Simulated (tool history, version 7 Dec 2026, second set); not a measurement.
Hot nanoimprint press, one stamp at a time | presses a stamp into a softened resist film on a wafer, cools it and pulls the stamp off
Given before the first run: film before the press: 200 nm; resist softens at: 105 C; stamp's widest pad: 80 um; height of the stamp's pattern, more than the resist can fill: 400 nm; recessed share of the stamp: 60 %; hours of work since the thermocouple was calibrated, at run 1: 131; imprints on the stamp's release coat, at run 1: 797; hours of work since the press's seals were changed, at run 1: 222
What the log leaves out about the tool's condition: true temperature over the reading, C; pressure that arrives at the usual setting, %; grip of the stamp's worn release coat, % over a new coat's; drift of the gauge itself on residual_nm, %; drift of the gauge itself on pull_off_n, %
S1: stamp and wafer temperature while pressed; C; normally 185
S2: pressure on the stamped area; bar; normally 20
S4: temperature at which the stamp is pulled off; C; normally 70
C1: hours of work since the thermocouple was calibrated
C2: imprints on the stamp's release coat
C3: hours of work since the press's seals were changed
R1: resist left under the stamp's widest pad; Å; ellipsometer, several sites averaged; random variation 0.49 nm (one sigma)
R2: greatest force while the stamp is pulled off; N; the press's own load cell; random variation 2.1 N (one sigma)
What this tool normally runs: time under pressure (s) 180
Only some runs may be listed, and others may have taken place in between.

Run 1, day 0: usual settings; C1 131; C2 797; C3 222. Result: R1 989 Å, R2 94 N.
Run 2, day 0.667: usual settings; C1 140; C2 830; C3 231. Result: R1 996 Å, R2 93 N.
Run 3, day 1.967: usual settings; C1 158; C2 894; C3 249. Result: R1 994 Å, R2 95 N.
Run 4, day 3.367: usual settings; C1 177; C2 963; C3 268. Result: R1 991 Å, R2 93 N.
Run 5, day 4.596: usual settings; C1 194; C2 1024; C3 285. Result: R1 991 Å, R2 96 N.
Run 6, day 5.271: usual settings; C1 203; C2 1057; C3 295. Result: R1 996 Å, R2 95 N.
Run 7, day 6.629: usual settings but S2 21.2 bar; C1 222; C2 1124; C3 313. Result: R1 972 Å, R2 96 N.
Run 8, day 7.796: usual settings but S2 21.2 bar; C1 238; C2 1181; C3 329. Result: R1 972 Å, R2 90 N.
Run 9, day 8.971: usual settings; C1 254; C2 1239; C3 345. Result: R1 987 Å, R2 94 N.
Run 10, day 10.058: usual settings but S4 60 C; C1 269; C2 1293; C3 360. Result: R1 984 Å, R2 102 N.
Run 11, day 11.325: usual settings but S4 60 C; C1 286; C2 1355; C3 378. Result: R1 993 Å, R2 103 N.
Run 12, day 11.979: usual settings but S4 60 C; C1 295; C2 1387; C3 387. Result: R1 1001 Å, R2 101 N.
Run 13, day 13.179: usual settings but S4 60 C; C1 312; C2 1447; C3 403. Result: R1 1000 Å, R2 101 N.
Run 14, day 14.4: usual settings but S4 60 C; C1 328; C2 1507; C3 420. Result: R1 992 Å, R2 97 N.
Run 15, day 15.808: usual settings; C1 348; C2 1576; C3 439. Result: R1 990 Å, R2 91 N.
Run 16, day 16.596: usual settings but S2 21.7 bar, S4 68 C; C1 358; C2 1615; C3 450. Result: R1 960 Å, R2 94 N.
Run 17, day 17.271: usual settings but S1 191 C, S2 13 bar, time under pressure (s) 179, S4 77 C; C1 368; C2 1648; C3 459. Result: R1 905 Å, R2 89 N.
Run 18, day 18.312: usual settings but S1 197 C, S2 15.7 bar, time under pressure (s) 271, S4 77 C; C1 382; C2 1699; C3 474. Result: R1 526 Å, R2 87 N.
Run 19, day 19.779: usual settings but S1 197 C, S2 25.2 bar, time under pressure (s) 271, S4 67 C; C1 402; C2 1772; C3 494. Result: R1 419 Å, R2 99 N.
Run 20, day 20.417: usual settings but S2 25.2 bar, time under pressure (s) 271, S4 67 C; C1 411; C2 1803; C3 502. Result: R1 768 Å, R2 96 N.
Run 21, day 21.404: usual settings but S1 178 C, S2 25.2 bar, time under pressure (s) 271, S4 67 C; C1 424; C2 1852; C3 516. Result: R1 1077 Å, R2 93 N.
Run 22, day 22.9: usual settings but time under pressure (s) 304, S4 64 C; C1 445; C2 1925; C3 537. Result: R1 816 Å, R2 100 N.
At day 23.871: stamp cleaned and given a new release coat.
Run 23, day 24.117: usual settings but time under pressure (s) 304, S4 64 C; C1 458; C2 12; C3 550. Result: R1 807 Å, R2 99 N.
Run 24, day 25.338: usual settings but S1 191 C, time under pressure (s) 265, S4 55 C; C1 475; C2 72; C3 567. Result: R1 625 Å, R2 106 N.
Run 25, day 26.783: usual settings but S1 191 C, time under pressure (s) 265, S4 55 C; C1 495; C2 144; C3 586. Result: R1 630 Å, R2 107 N.
Run 26, day 28.183: usual settings but S1 183 C, time under pressure (s) 345, S4 57 C; C1 514; C2 213; C3 606. Result: R1 851 Å, R2 101 N.
Run 27, day 29.6: usual settings but S2 20.5 bar, time under pressure (s) 153; C1 533; C2 282; C3 625. Result: R1 1046 Å, R2 95 N.
Run 28, day 30.425: usual settings but S1 178 C, S2 20.5 bar, time under pressure (s) 359, S4 75 C; C1 545; C2 323; C3 636. Result: R1 1059 Å, R2 89 N.
Run 29, day 31.192: usual settings but S1 192 C; C1 555; C2 361; C3 647. Result: R1 714 Å, R2 94 N.
Run 30, day 32.346: usual settings but S1 192 C; C1 571; C2 418; C3 663. Result: R1 716 Å, R2 93 N.

How the hidden state differs across the entries between the runs, from the last listed run before each to the first after it:
Runs 22 to 23: stamp cleaned and given a new release coat (day 23.871)
  grip of the stamp's worn release coat, % over a new coat's: 1.8 -> 0
